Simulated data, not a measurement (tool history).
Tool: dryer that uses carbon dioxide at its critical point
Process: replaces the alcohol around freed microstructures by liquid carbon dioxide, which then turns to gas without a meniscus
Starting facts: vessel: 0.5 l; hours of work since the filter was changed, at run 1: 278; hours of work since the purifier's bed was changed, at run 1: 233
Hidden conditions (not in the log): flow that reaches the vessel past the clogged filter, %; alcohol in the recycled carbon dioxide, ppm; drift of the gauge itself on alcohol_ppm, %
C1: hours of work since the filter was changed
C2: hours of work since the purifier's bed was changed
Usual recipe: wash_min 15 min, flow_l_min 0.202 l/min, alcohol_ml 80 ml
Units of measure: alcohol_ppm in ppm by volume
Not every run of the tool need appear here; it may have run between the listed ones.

run 1 hour=0.0 | wash_min=15 flow_l_min=0.202 alcohol_ml=80 | C1=278 C2=233 | alcohol_ppm=3158
run 2 hour=6.7 | wash_min=15 flow_l_min=0.202 alcohol_ml=91 | C1=283 C2=238 | alcohol_ppm=3495
run 3 hour=15.2 | wash_min=15 flow_l_min=0.202 alcohol_ml=91 | C1=289 C2=244 | alcohol_ppm=3702
run 4 hour=24.3 | wash_min=15 flow_l_min=0.262 alcohol_ml=80 | C1=296 C2=251 | alcohol_ppm=1095
run 5 hour=32.7 | wash_min=15 flow_l_min=0.202 alcohol_ml=80 | C1=303 C2=257 | alcohol_ppm=3326
run 6 hour=42.3 | wash_min=15 flow_l_min=0.202 alcohol_ml=80 | C1=310 C2=264 | alcohol_ppm=3364
run 7 hour=46.8 | wash_min=15 flow_l_min=0.202 alcohol_ml=62 | C1=313 C2=268 | alcohol_ppm=2602
run 8 hour=54.4 | wash_min=15 flow_l_min=0.202 alcohol_ml=62 | C1=319 C2=273 | alcohol_ppm=2583
run 9 hour=63.2 | wash_min=15 flow_l_min=0.202 alcohol_ml=62 | C1=325 C2=280 | alcohol_ppm=2673
run 10 hour=74.0 | wash_min=15 flow_l_min=0.202 alcohol_ml=80 | C1=333 C2=288 | alcohol_ppm=3545
run 11 hour=84.2 | wash_min=15 flow_l_min=0.202 alcohol_ml=80 | C1=341 C2=295 | alcohol_ppm=3576
-- hour=94.0 inlet filter changed
run 12 hour=95.5 | wash_min=15 flow_l_min=0.202 alcohol_ml=80 | C1=1 C2=303 | alcohol_ppm=1580
run 13 hour=101.3 | wash_min=15 flow_l_min=0.202 alcohol_ml=80 | C1=5 C2=308 | alcohol_ppm=1622
run 14 hour=107.7 | wash_min=15 flow_l_min=0.202 alcohol_ml=80 | C1=10 C2=312 | alcohol_ppm=1626
run 15 hour=114.4 | wash_min=15 flow_l_min=0.202 alcohol_ml=80 | C1=15 C2=317 | alcohol_ppm=1626
run 16 hour=121.5 | wash_min=15 flow_l_min=0.202 alcohol_ml=80 | C1=21 C2=323 | alcohol_ppm=1644
run 17 hour=126.7 | wash_min=17 flow_l_min=0.202 alcohol_ml=80 | C1=24 C2=326 | alcohol_ppm=935
run 18 hour=133.0 | wash_min=16 flow_l_min=0.202 alcohol_ml=80 | C1=29 C2=331 | alcohol_ppm=1260
run 19 hour=142.0 | wash_min=15 flow_l_min=0.202 alcohol_ml=80 | C1=36 C2=338 | alcohol_ppm=1733
run 20 hour=149.2 | wash_min=15 flow_l_min=0.202 alcohol_ml=84 | C1=41 C2=343 | alcohol_ppm=1851
run 21 hour=155.4 | wash_min=15 flow_l_min=0.202 alcohol_ml=84 | C1=46 C2=348 | alcohol_ppm=1845
run 22 hour=163.6 | wash_min=15 flow_l_min=0.202 alcohol_ml=92 | C1=52 C2=354 | alcohol_ppm=2071
run 23 hour=171.9 | wash_min=15 flow_l_min=0.140 alcohol_ml=50 | C1=58 C2=360 | alcohol_ppm=4203
run 24 hour=182.1 | wash_min=15 flow_l_min=0.140 alcohol_ml=50 | C1=66 C2=368 | alcohol_ppm=4368
run 25 hour=190.0 | wash_min=21 flow_l_min=0.140 alcohol_ml=32 | C1=72 C2=374 | alcohol_ppm=852
run 26 hour=201.0 | wash_min=21 flow_l_min=0.334 alcohol_ml=39 | C1=80 C2=382 | alcohol_ppm=46
run 27 hour=208.4 | wash_min=15 flow_l_min=0.191 alcohol_ml=80 | C1=85 C2=388 | alcohol_ppm=2431
run 28 hour=218.3 | wash_min=15 flow_l_min=0.264 alcohol_ml=28 | C1=93 C2=395 | alcohol_ppm=220
run 29 hour=227.8 | wash_min=19 flow_l_min=0.323 alcohol_ml=23 | C1=100 C2=402 | alcohol_ppm=58
run 30 hour=233.2 | wash_min=13 flow_l_min=0.140 alcohol_ml=118 | C1=104 C2=406 | alcohol_ppm=16468
run 31 hour=242.4 | wash_min=19 flow_l_min=0.231 alcohol_ml=32 | C1=111 C2=413 | alcohol_ppm=164
run 32 hour=251.5 | wash_min=19 flow_l_min=0.332 alcohol_ml=32 | C1=118 C2=420 | alcohol_ppm=66
run 33 hour=261.6 | wash_min=19 flow_l_min=0.332 alcohol_ml=32 | C1=125 C2=427 | alcohol_ppm=70
run 34 hour=267.2 | wash_min=10 flow_l_min=0.234 alcohol_ml=90 | C1=129 C2=432 | alcohol_ppm=6492
run 35 hour=274.7 | wash_min=15 flow_l_min=0.202 alcohol_ml=82 | C1=135 C2=437 | alcohol_ppm=2260
run 36 hour=284.9 | wash_min=12 flow_l_min=0.251 alcohol_ml=92 | C1=143 C2=445 | alcohol_ppm=2680
run 37 hour=293.3 | wash_min=15 flow_l_min=0.124 alcohol_ml=80 | C1=149 C2=451 | alcohol_ppm=11177
run 38 hour=301.2 | wash_min=15 flow_l_min=0.252 alcohol_ml=80 | C1=155 C2=457 | alcohol_ppm=840
run 39 hour=308.3 | wash_min=15 flow_l_min=0.252 alcohol_ml=80 | C1=160 C2=462 | alcohol_ppm=867
run 40 hour=317.2 | wash_min=10 flow_l_min=0.252 alcohol_ml=80 | C1=167 C2=469 | alcohol_ppm=4835
run 41 hour=324.3 | wash_min=11 flow_l_min=0.223 alcohol_ml=31 | C1=172 C2=474 | alcohol_ppm=2048
run 42 hour=332.8 | wash_min=15 flow_l_min=0.222 alcohol_ml=38 | C1=179 C2=481 | alcohol_ppm=827
run 43 hour=342.4 | wash_min=20 flow_l_min=0.198 alcohol_ml=31 | C1=186 C2=488 | alcohol_ppm=311
run 44 hour=348.8 | wash_min=20 flow_l_min=0.198 alcohol_ml=31 | C1=190 C2=493 | alcohol_ppm=318

Some steps in alcohol_ppm between neighbouring runs. How much of each would the tool show without its hidden state too (settings, what came in, random variation), and how much is left for the hidden state, with any gauge scatter that isn't in both results?
Run 11 -> 12: inlet filter changed. alcohol_ppm -1996 ppm by volume: hidden state -2011, all else +15.
Run 29 -> 30: wash_min 19 -> 13, flow_l_min 0.323 -> 0.140, alcohol_ml 23 -> 118. alcohol_ppm +16410 ppm by volume: hidden state +2294, all else +14116.
Run 30 -> 31: wash_min 13 -> 19, flow_l_min 0.140 -> 0.231, alcohol_ml 118 -> 32. alcohol_ppm -16304 ppm by volume: hidden state -2257, all else -14047.
Run 37 -> 38: flow_l_min 0.124 -> 0.252. alcohol_ppm -10337 ppm by volume: hidden state -1919, all else -8418.
